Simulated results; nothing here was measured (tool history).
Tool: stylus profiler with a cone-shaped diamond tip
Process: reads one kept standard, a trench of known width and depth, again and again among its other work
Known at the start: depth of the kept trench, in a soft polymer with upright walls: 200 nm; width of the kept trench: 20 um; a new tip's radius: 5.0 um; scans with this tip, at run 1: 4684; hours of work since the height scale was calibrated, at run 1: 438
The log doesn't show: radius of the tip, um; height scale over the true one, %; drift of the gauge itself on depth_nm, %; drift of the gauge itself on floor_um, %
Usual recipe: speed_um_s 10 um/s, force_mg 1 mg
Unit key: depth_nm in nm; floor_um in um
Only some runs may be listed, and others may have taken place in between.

run,hour,speed_um_s,force_mg,scans with this tip,hours of work since the height scale was calibrated,depth_nm,floor_um
1,0,10,1,4684,438,202.02,16.56
2,23.6,10,1,4844,453,202.06,16.54
3,44.3,10,1,4985,466,201.88,16.57
4,80.6,10,1,5232,489,201.99,16.57
5,112.1,10,1,5445,509,202.31,16.52
6,130.6,10,1.63,5572,521,202.75,16.52
7,151.1,2,1,5711,534,202.13,16.58
8,182,2,1,5921,553,202.1,16.51
9,214.3,10,1.39,6140,574,202.46,16.47
10,234.5,10,1.39,6278,587,202.59,16.45
11,263.6,10,1.39,6475,605,202.51,16.47
12,292.2,10,1.39,6669,623,202.57,16.43
13,320.4,10,1.39,6861,641,202.52,16.38
14,342.5,10,1.39,7011,655,202.52,16.38
# hour 345.6: height scale calibrated on a step standard
15,375.7,10,1.39,7233,19,202.64,16.32
# hour 400.6: height scale calibrated on a step standard, once more
16,404.5,10,1.39,7426,2,202.02,16.33
17,420.1,10,1.39,7532,12,202.15,16.27
18,447.9,10,2.53,7721,30,203.25,16.32
19,467,3,0.56,7850,42,201.16,16.23
20,485.9,19,1.9,7978,54,202.65,16.22
21,510.8,19,1.9,8148,70,202.67,16.2
22,544.1,19,1.9,8374,91,202.61,16.21
23,560.3,19,1.9,8484,101,202.53,16.18
24,581.4,19,0.99,8627,115,201.72,16.15
25,597.9,4,0.46,8739,125,200.91,16.24
26,630.3,4,0.46,8960,146,201,16.19
27,665.9,4,0.46,9201,168,201.04,16.2
28,693.3,20,1,9388,186,201.6,16.05
29,717.4,13,1.05,9551,201,201.86,16.09
30,743.2,4,0.58,9727,218,201.11,16.16
31,765.6,14,1.26,9879,232,201.98,16.06
32,781.1,15,1.75,9984,242,202.55,16.04
33,802.1,15,1.75,10127,255,202.47,16.1
34,828.1,7,0.58,10304,271,201.27,16.09
35,844.3,7,0.58,10413,282,201.38,16.03

Branching from run 35: 3 alternative next runs. What would each branch give?
A,878.2,2,1.07,10644,303,?,?
B,878.2,11,0.63,10644,303,?,?
C,878.2,4,0.67,10644,303,?,?

run,depth_nm,floor_um
A,201.83,16.1
B,201.25,15.99
C,201.39,16.11
Without the tool's hidden state the same runs would have given:
run,depth_nm,floor_um
A,201.8,17.19
B,201.22,17.08
C,201.36,17.2

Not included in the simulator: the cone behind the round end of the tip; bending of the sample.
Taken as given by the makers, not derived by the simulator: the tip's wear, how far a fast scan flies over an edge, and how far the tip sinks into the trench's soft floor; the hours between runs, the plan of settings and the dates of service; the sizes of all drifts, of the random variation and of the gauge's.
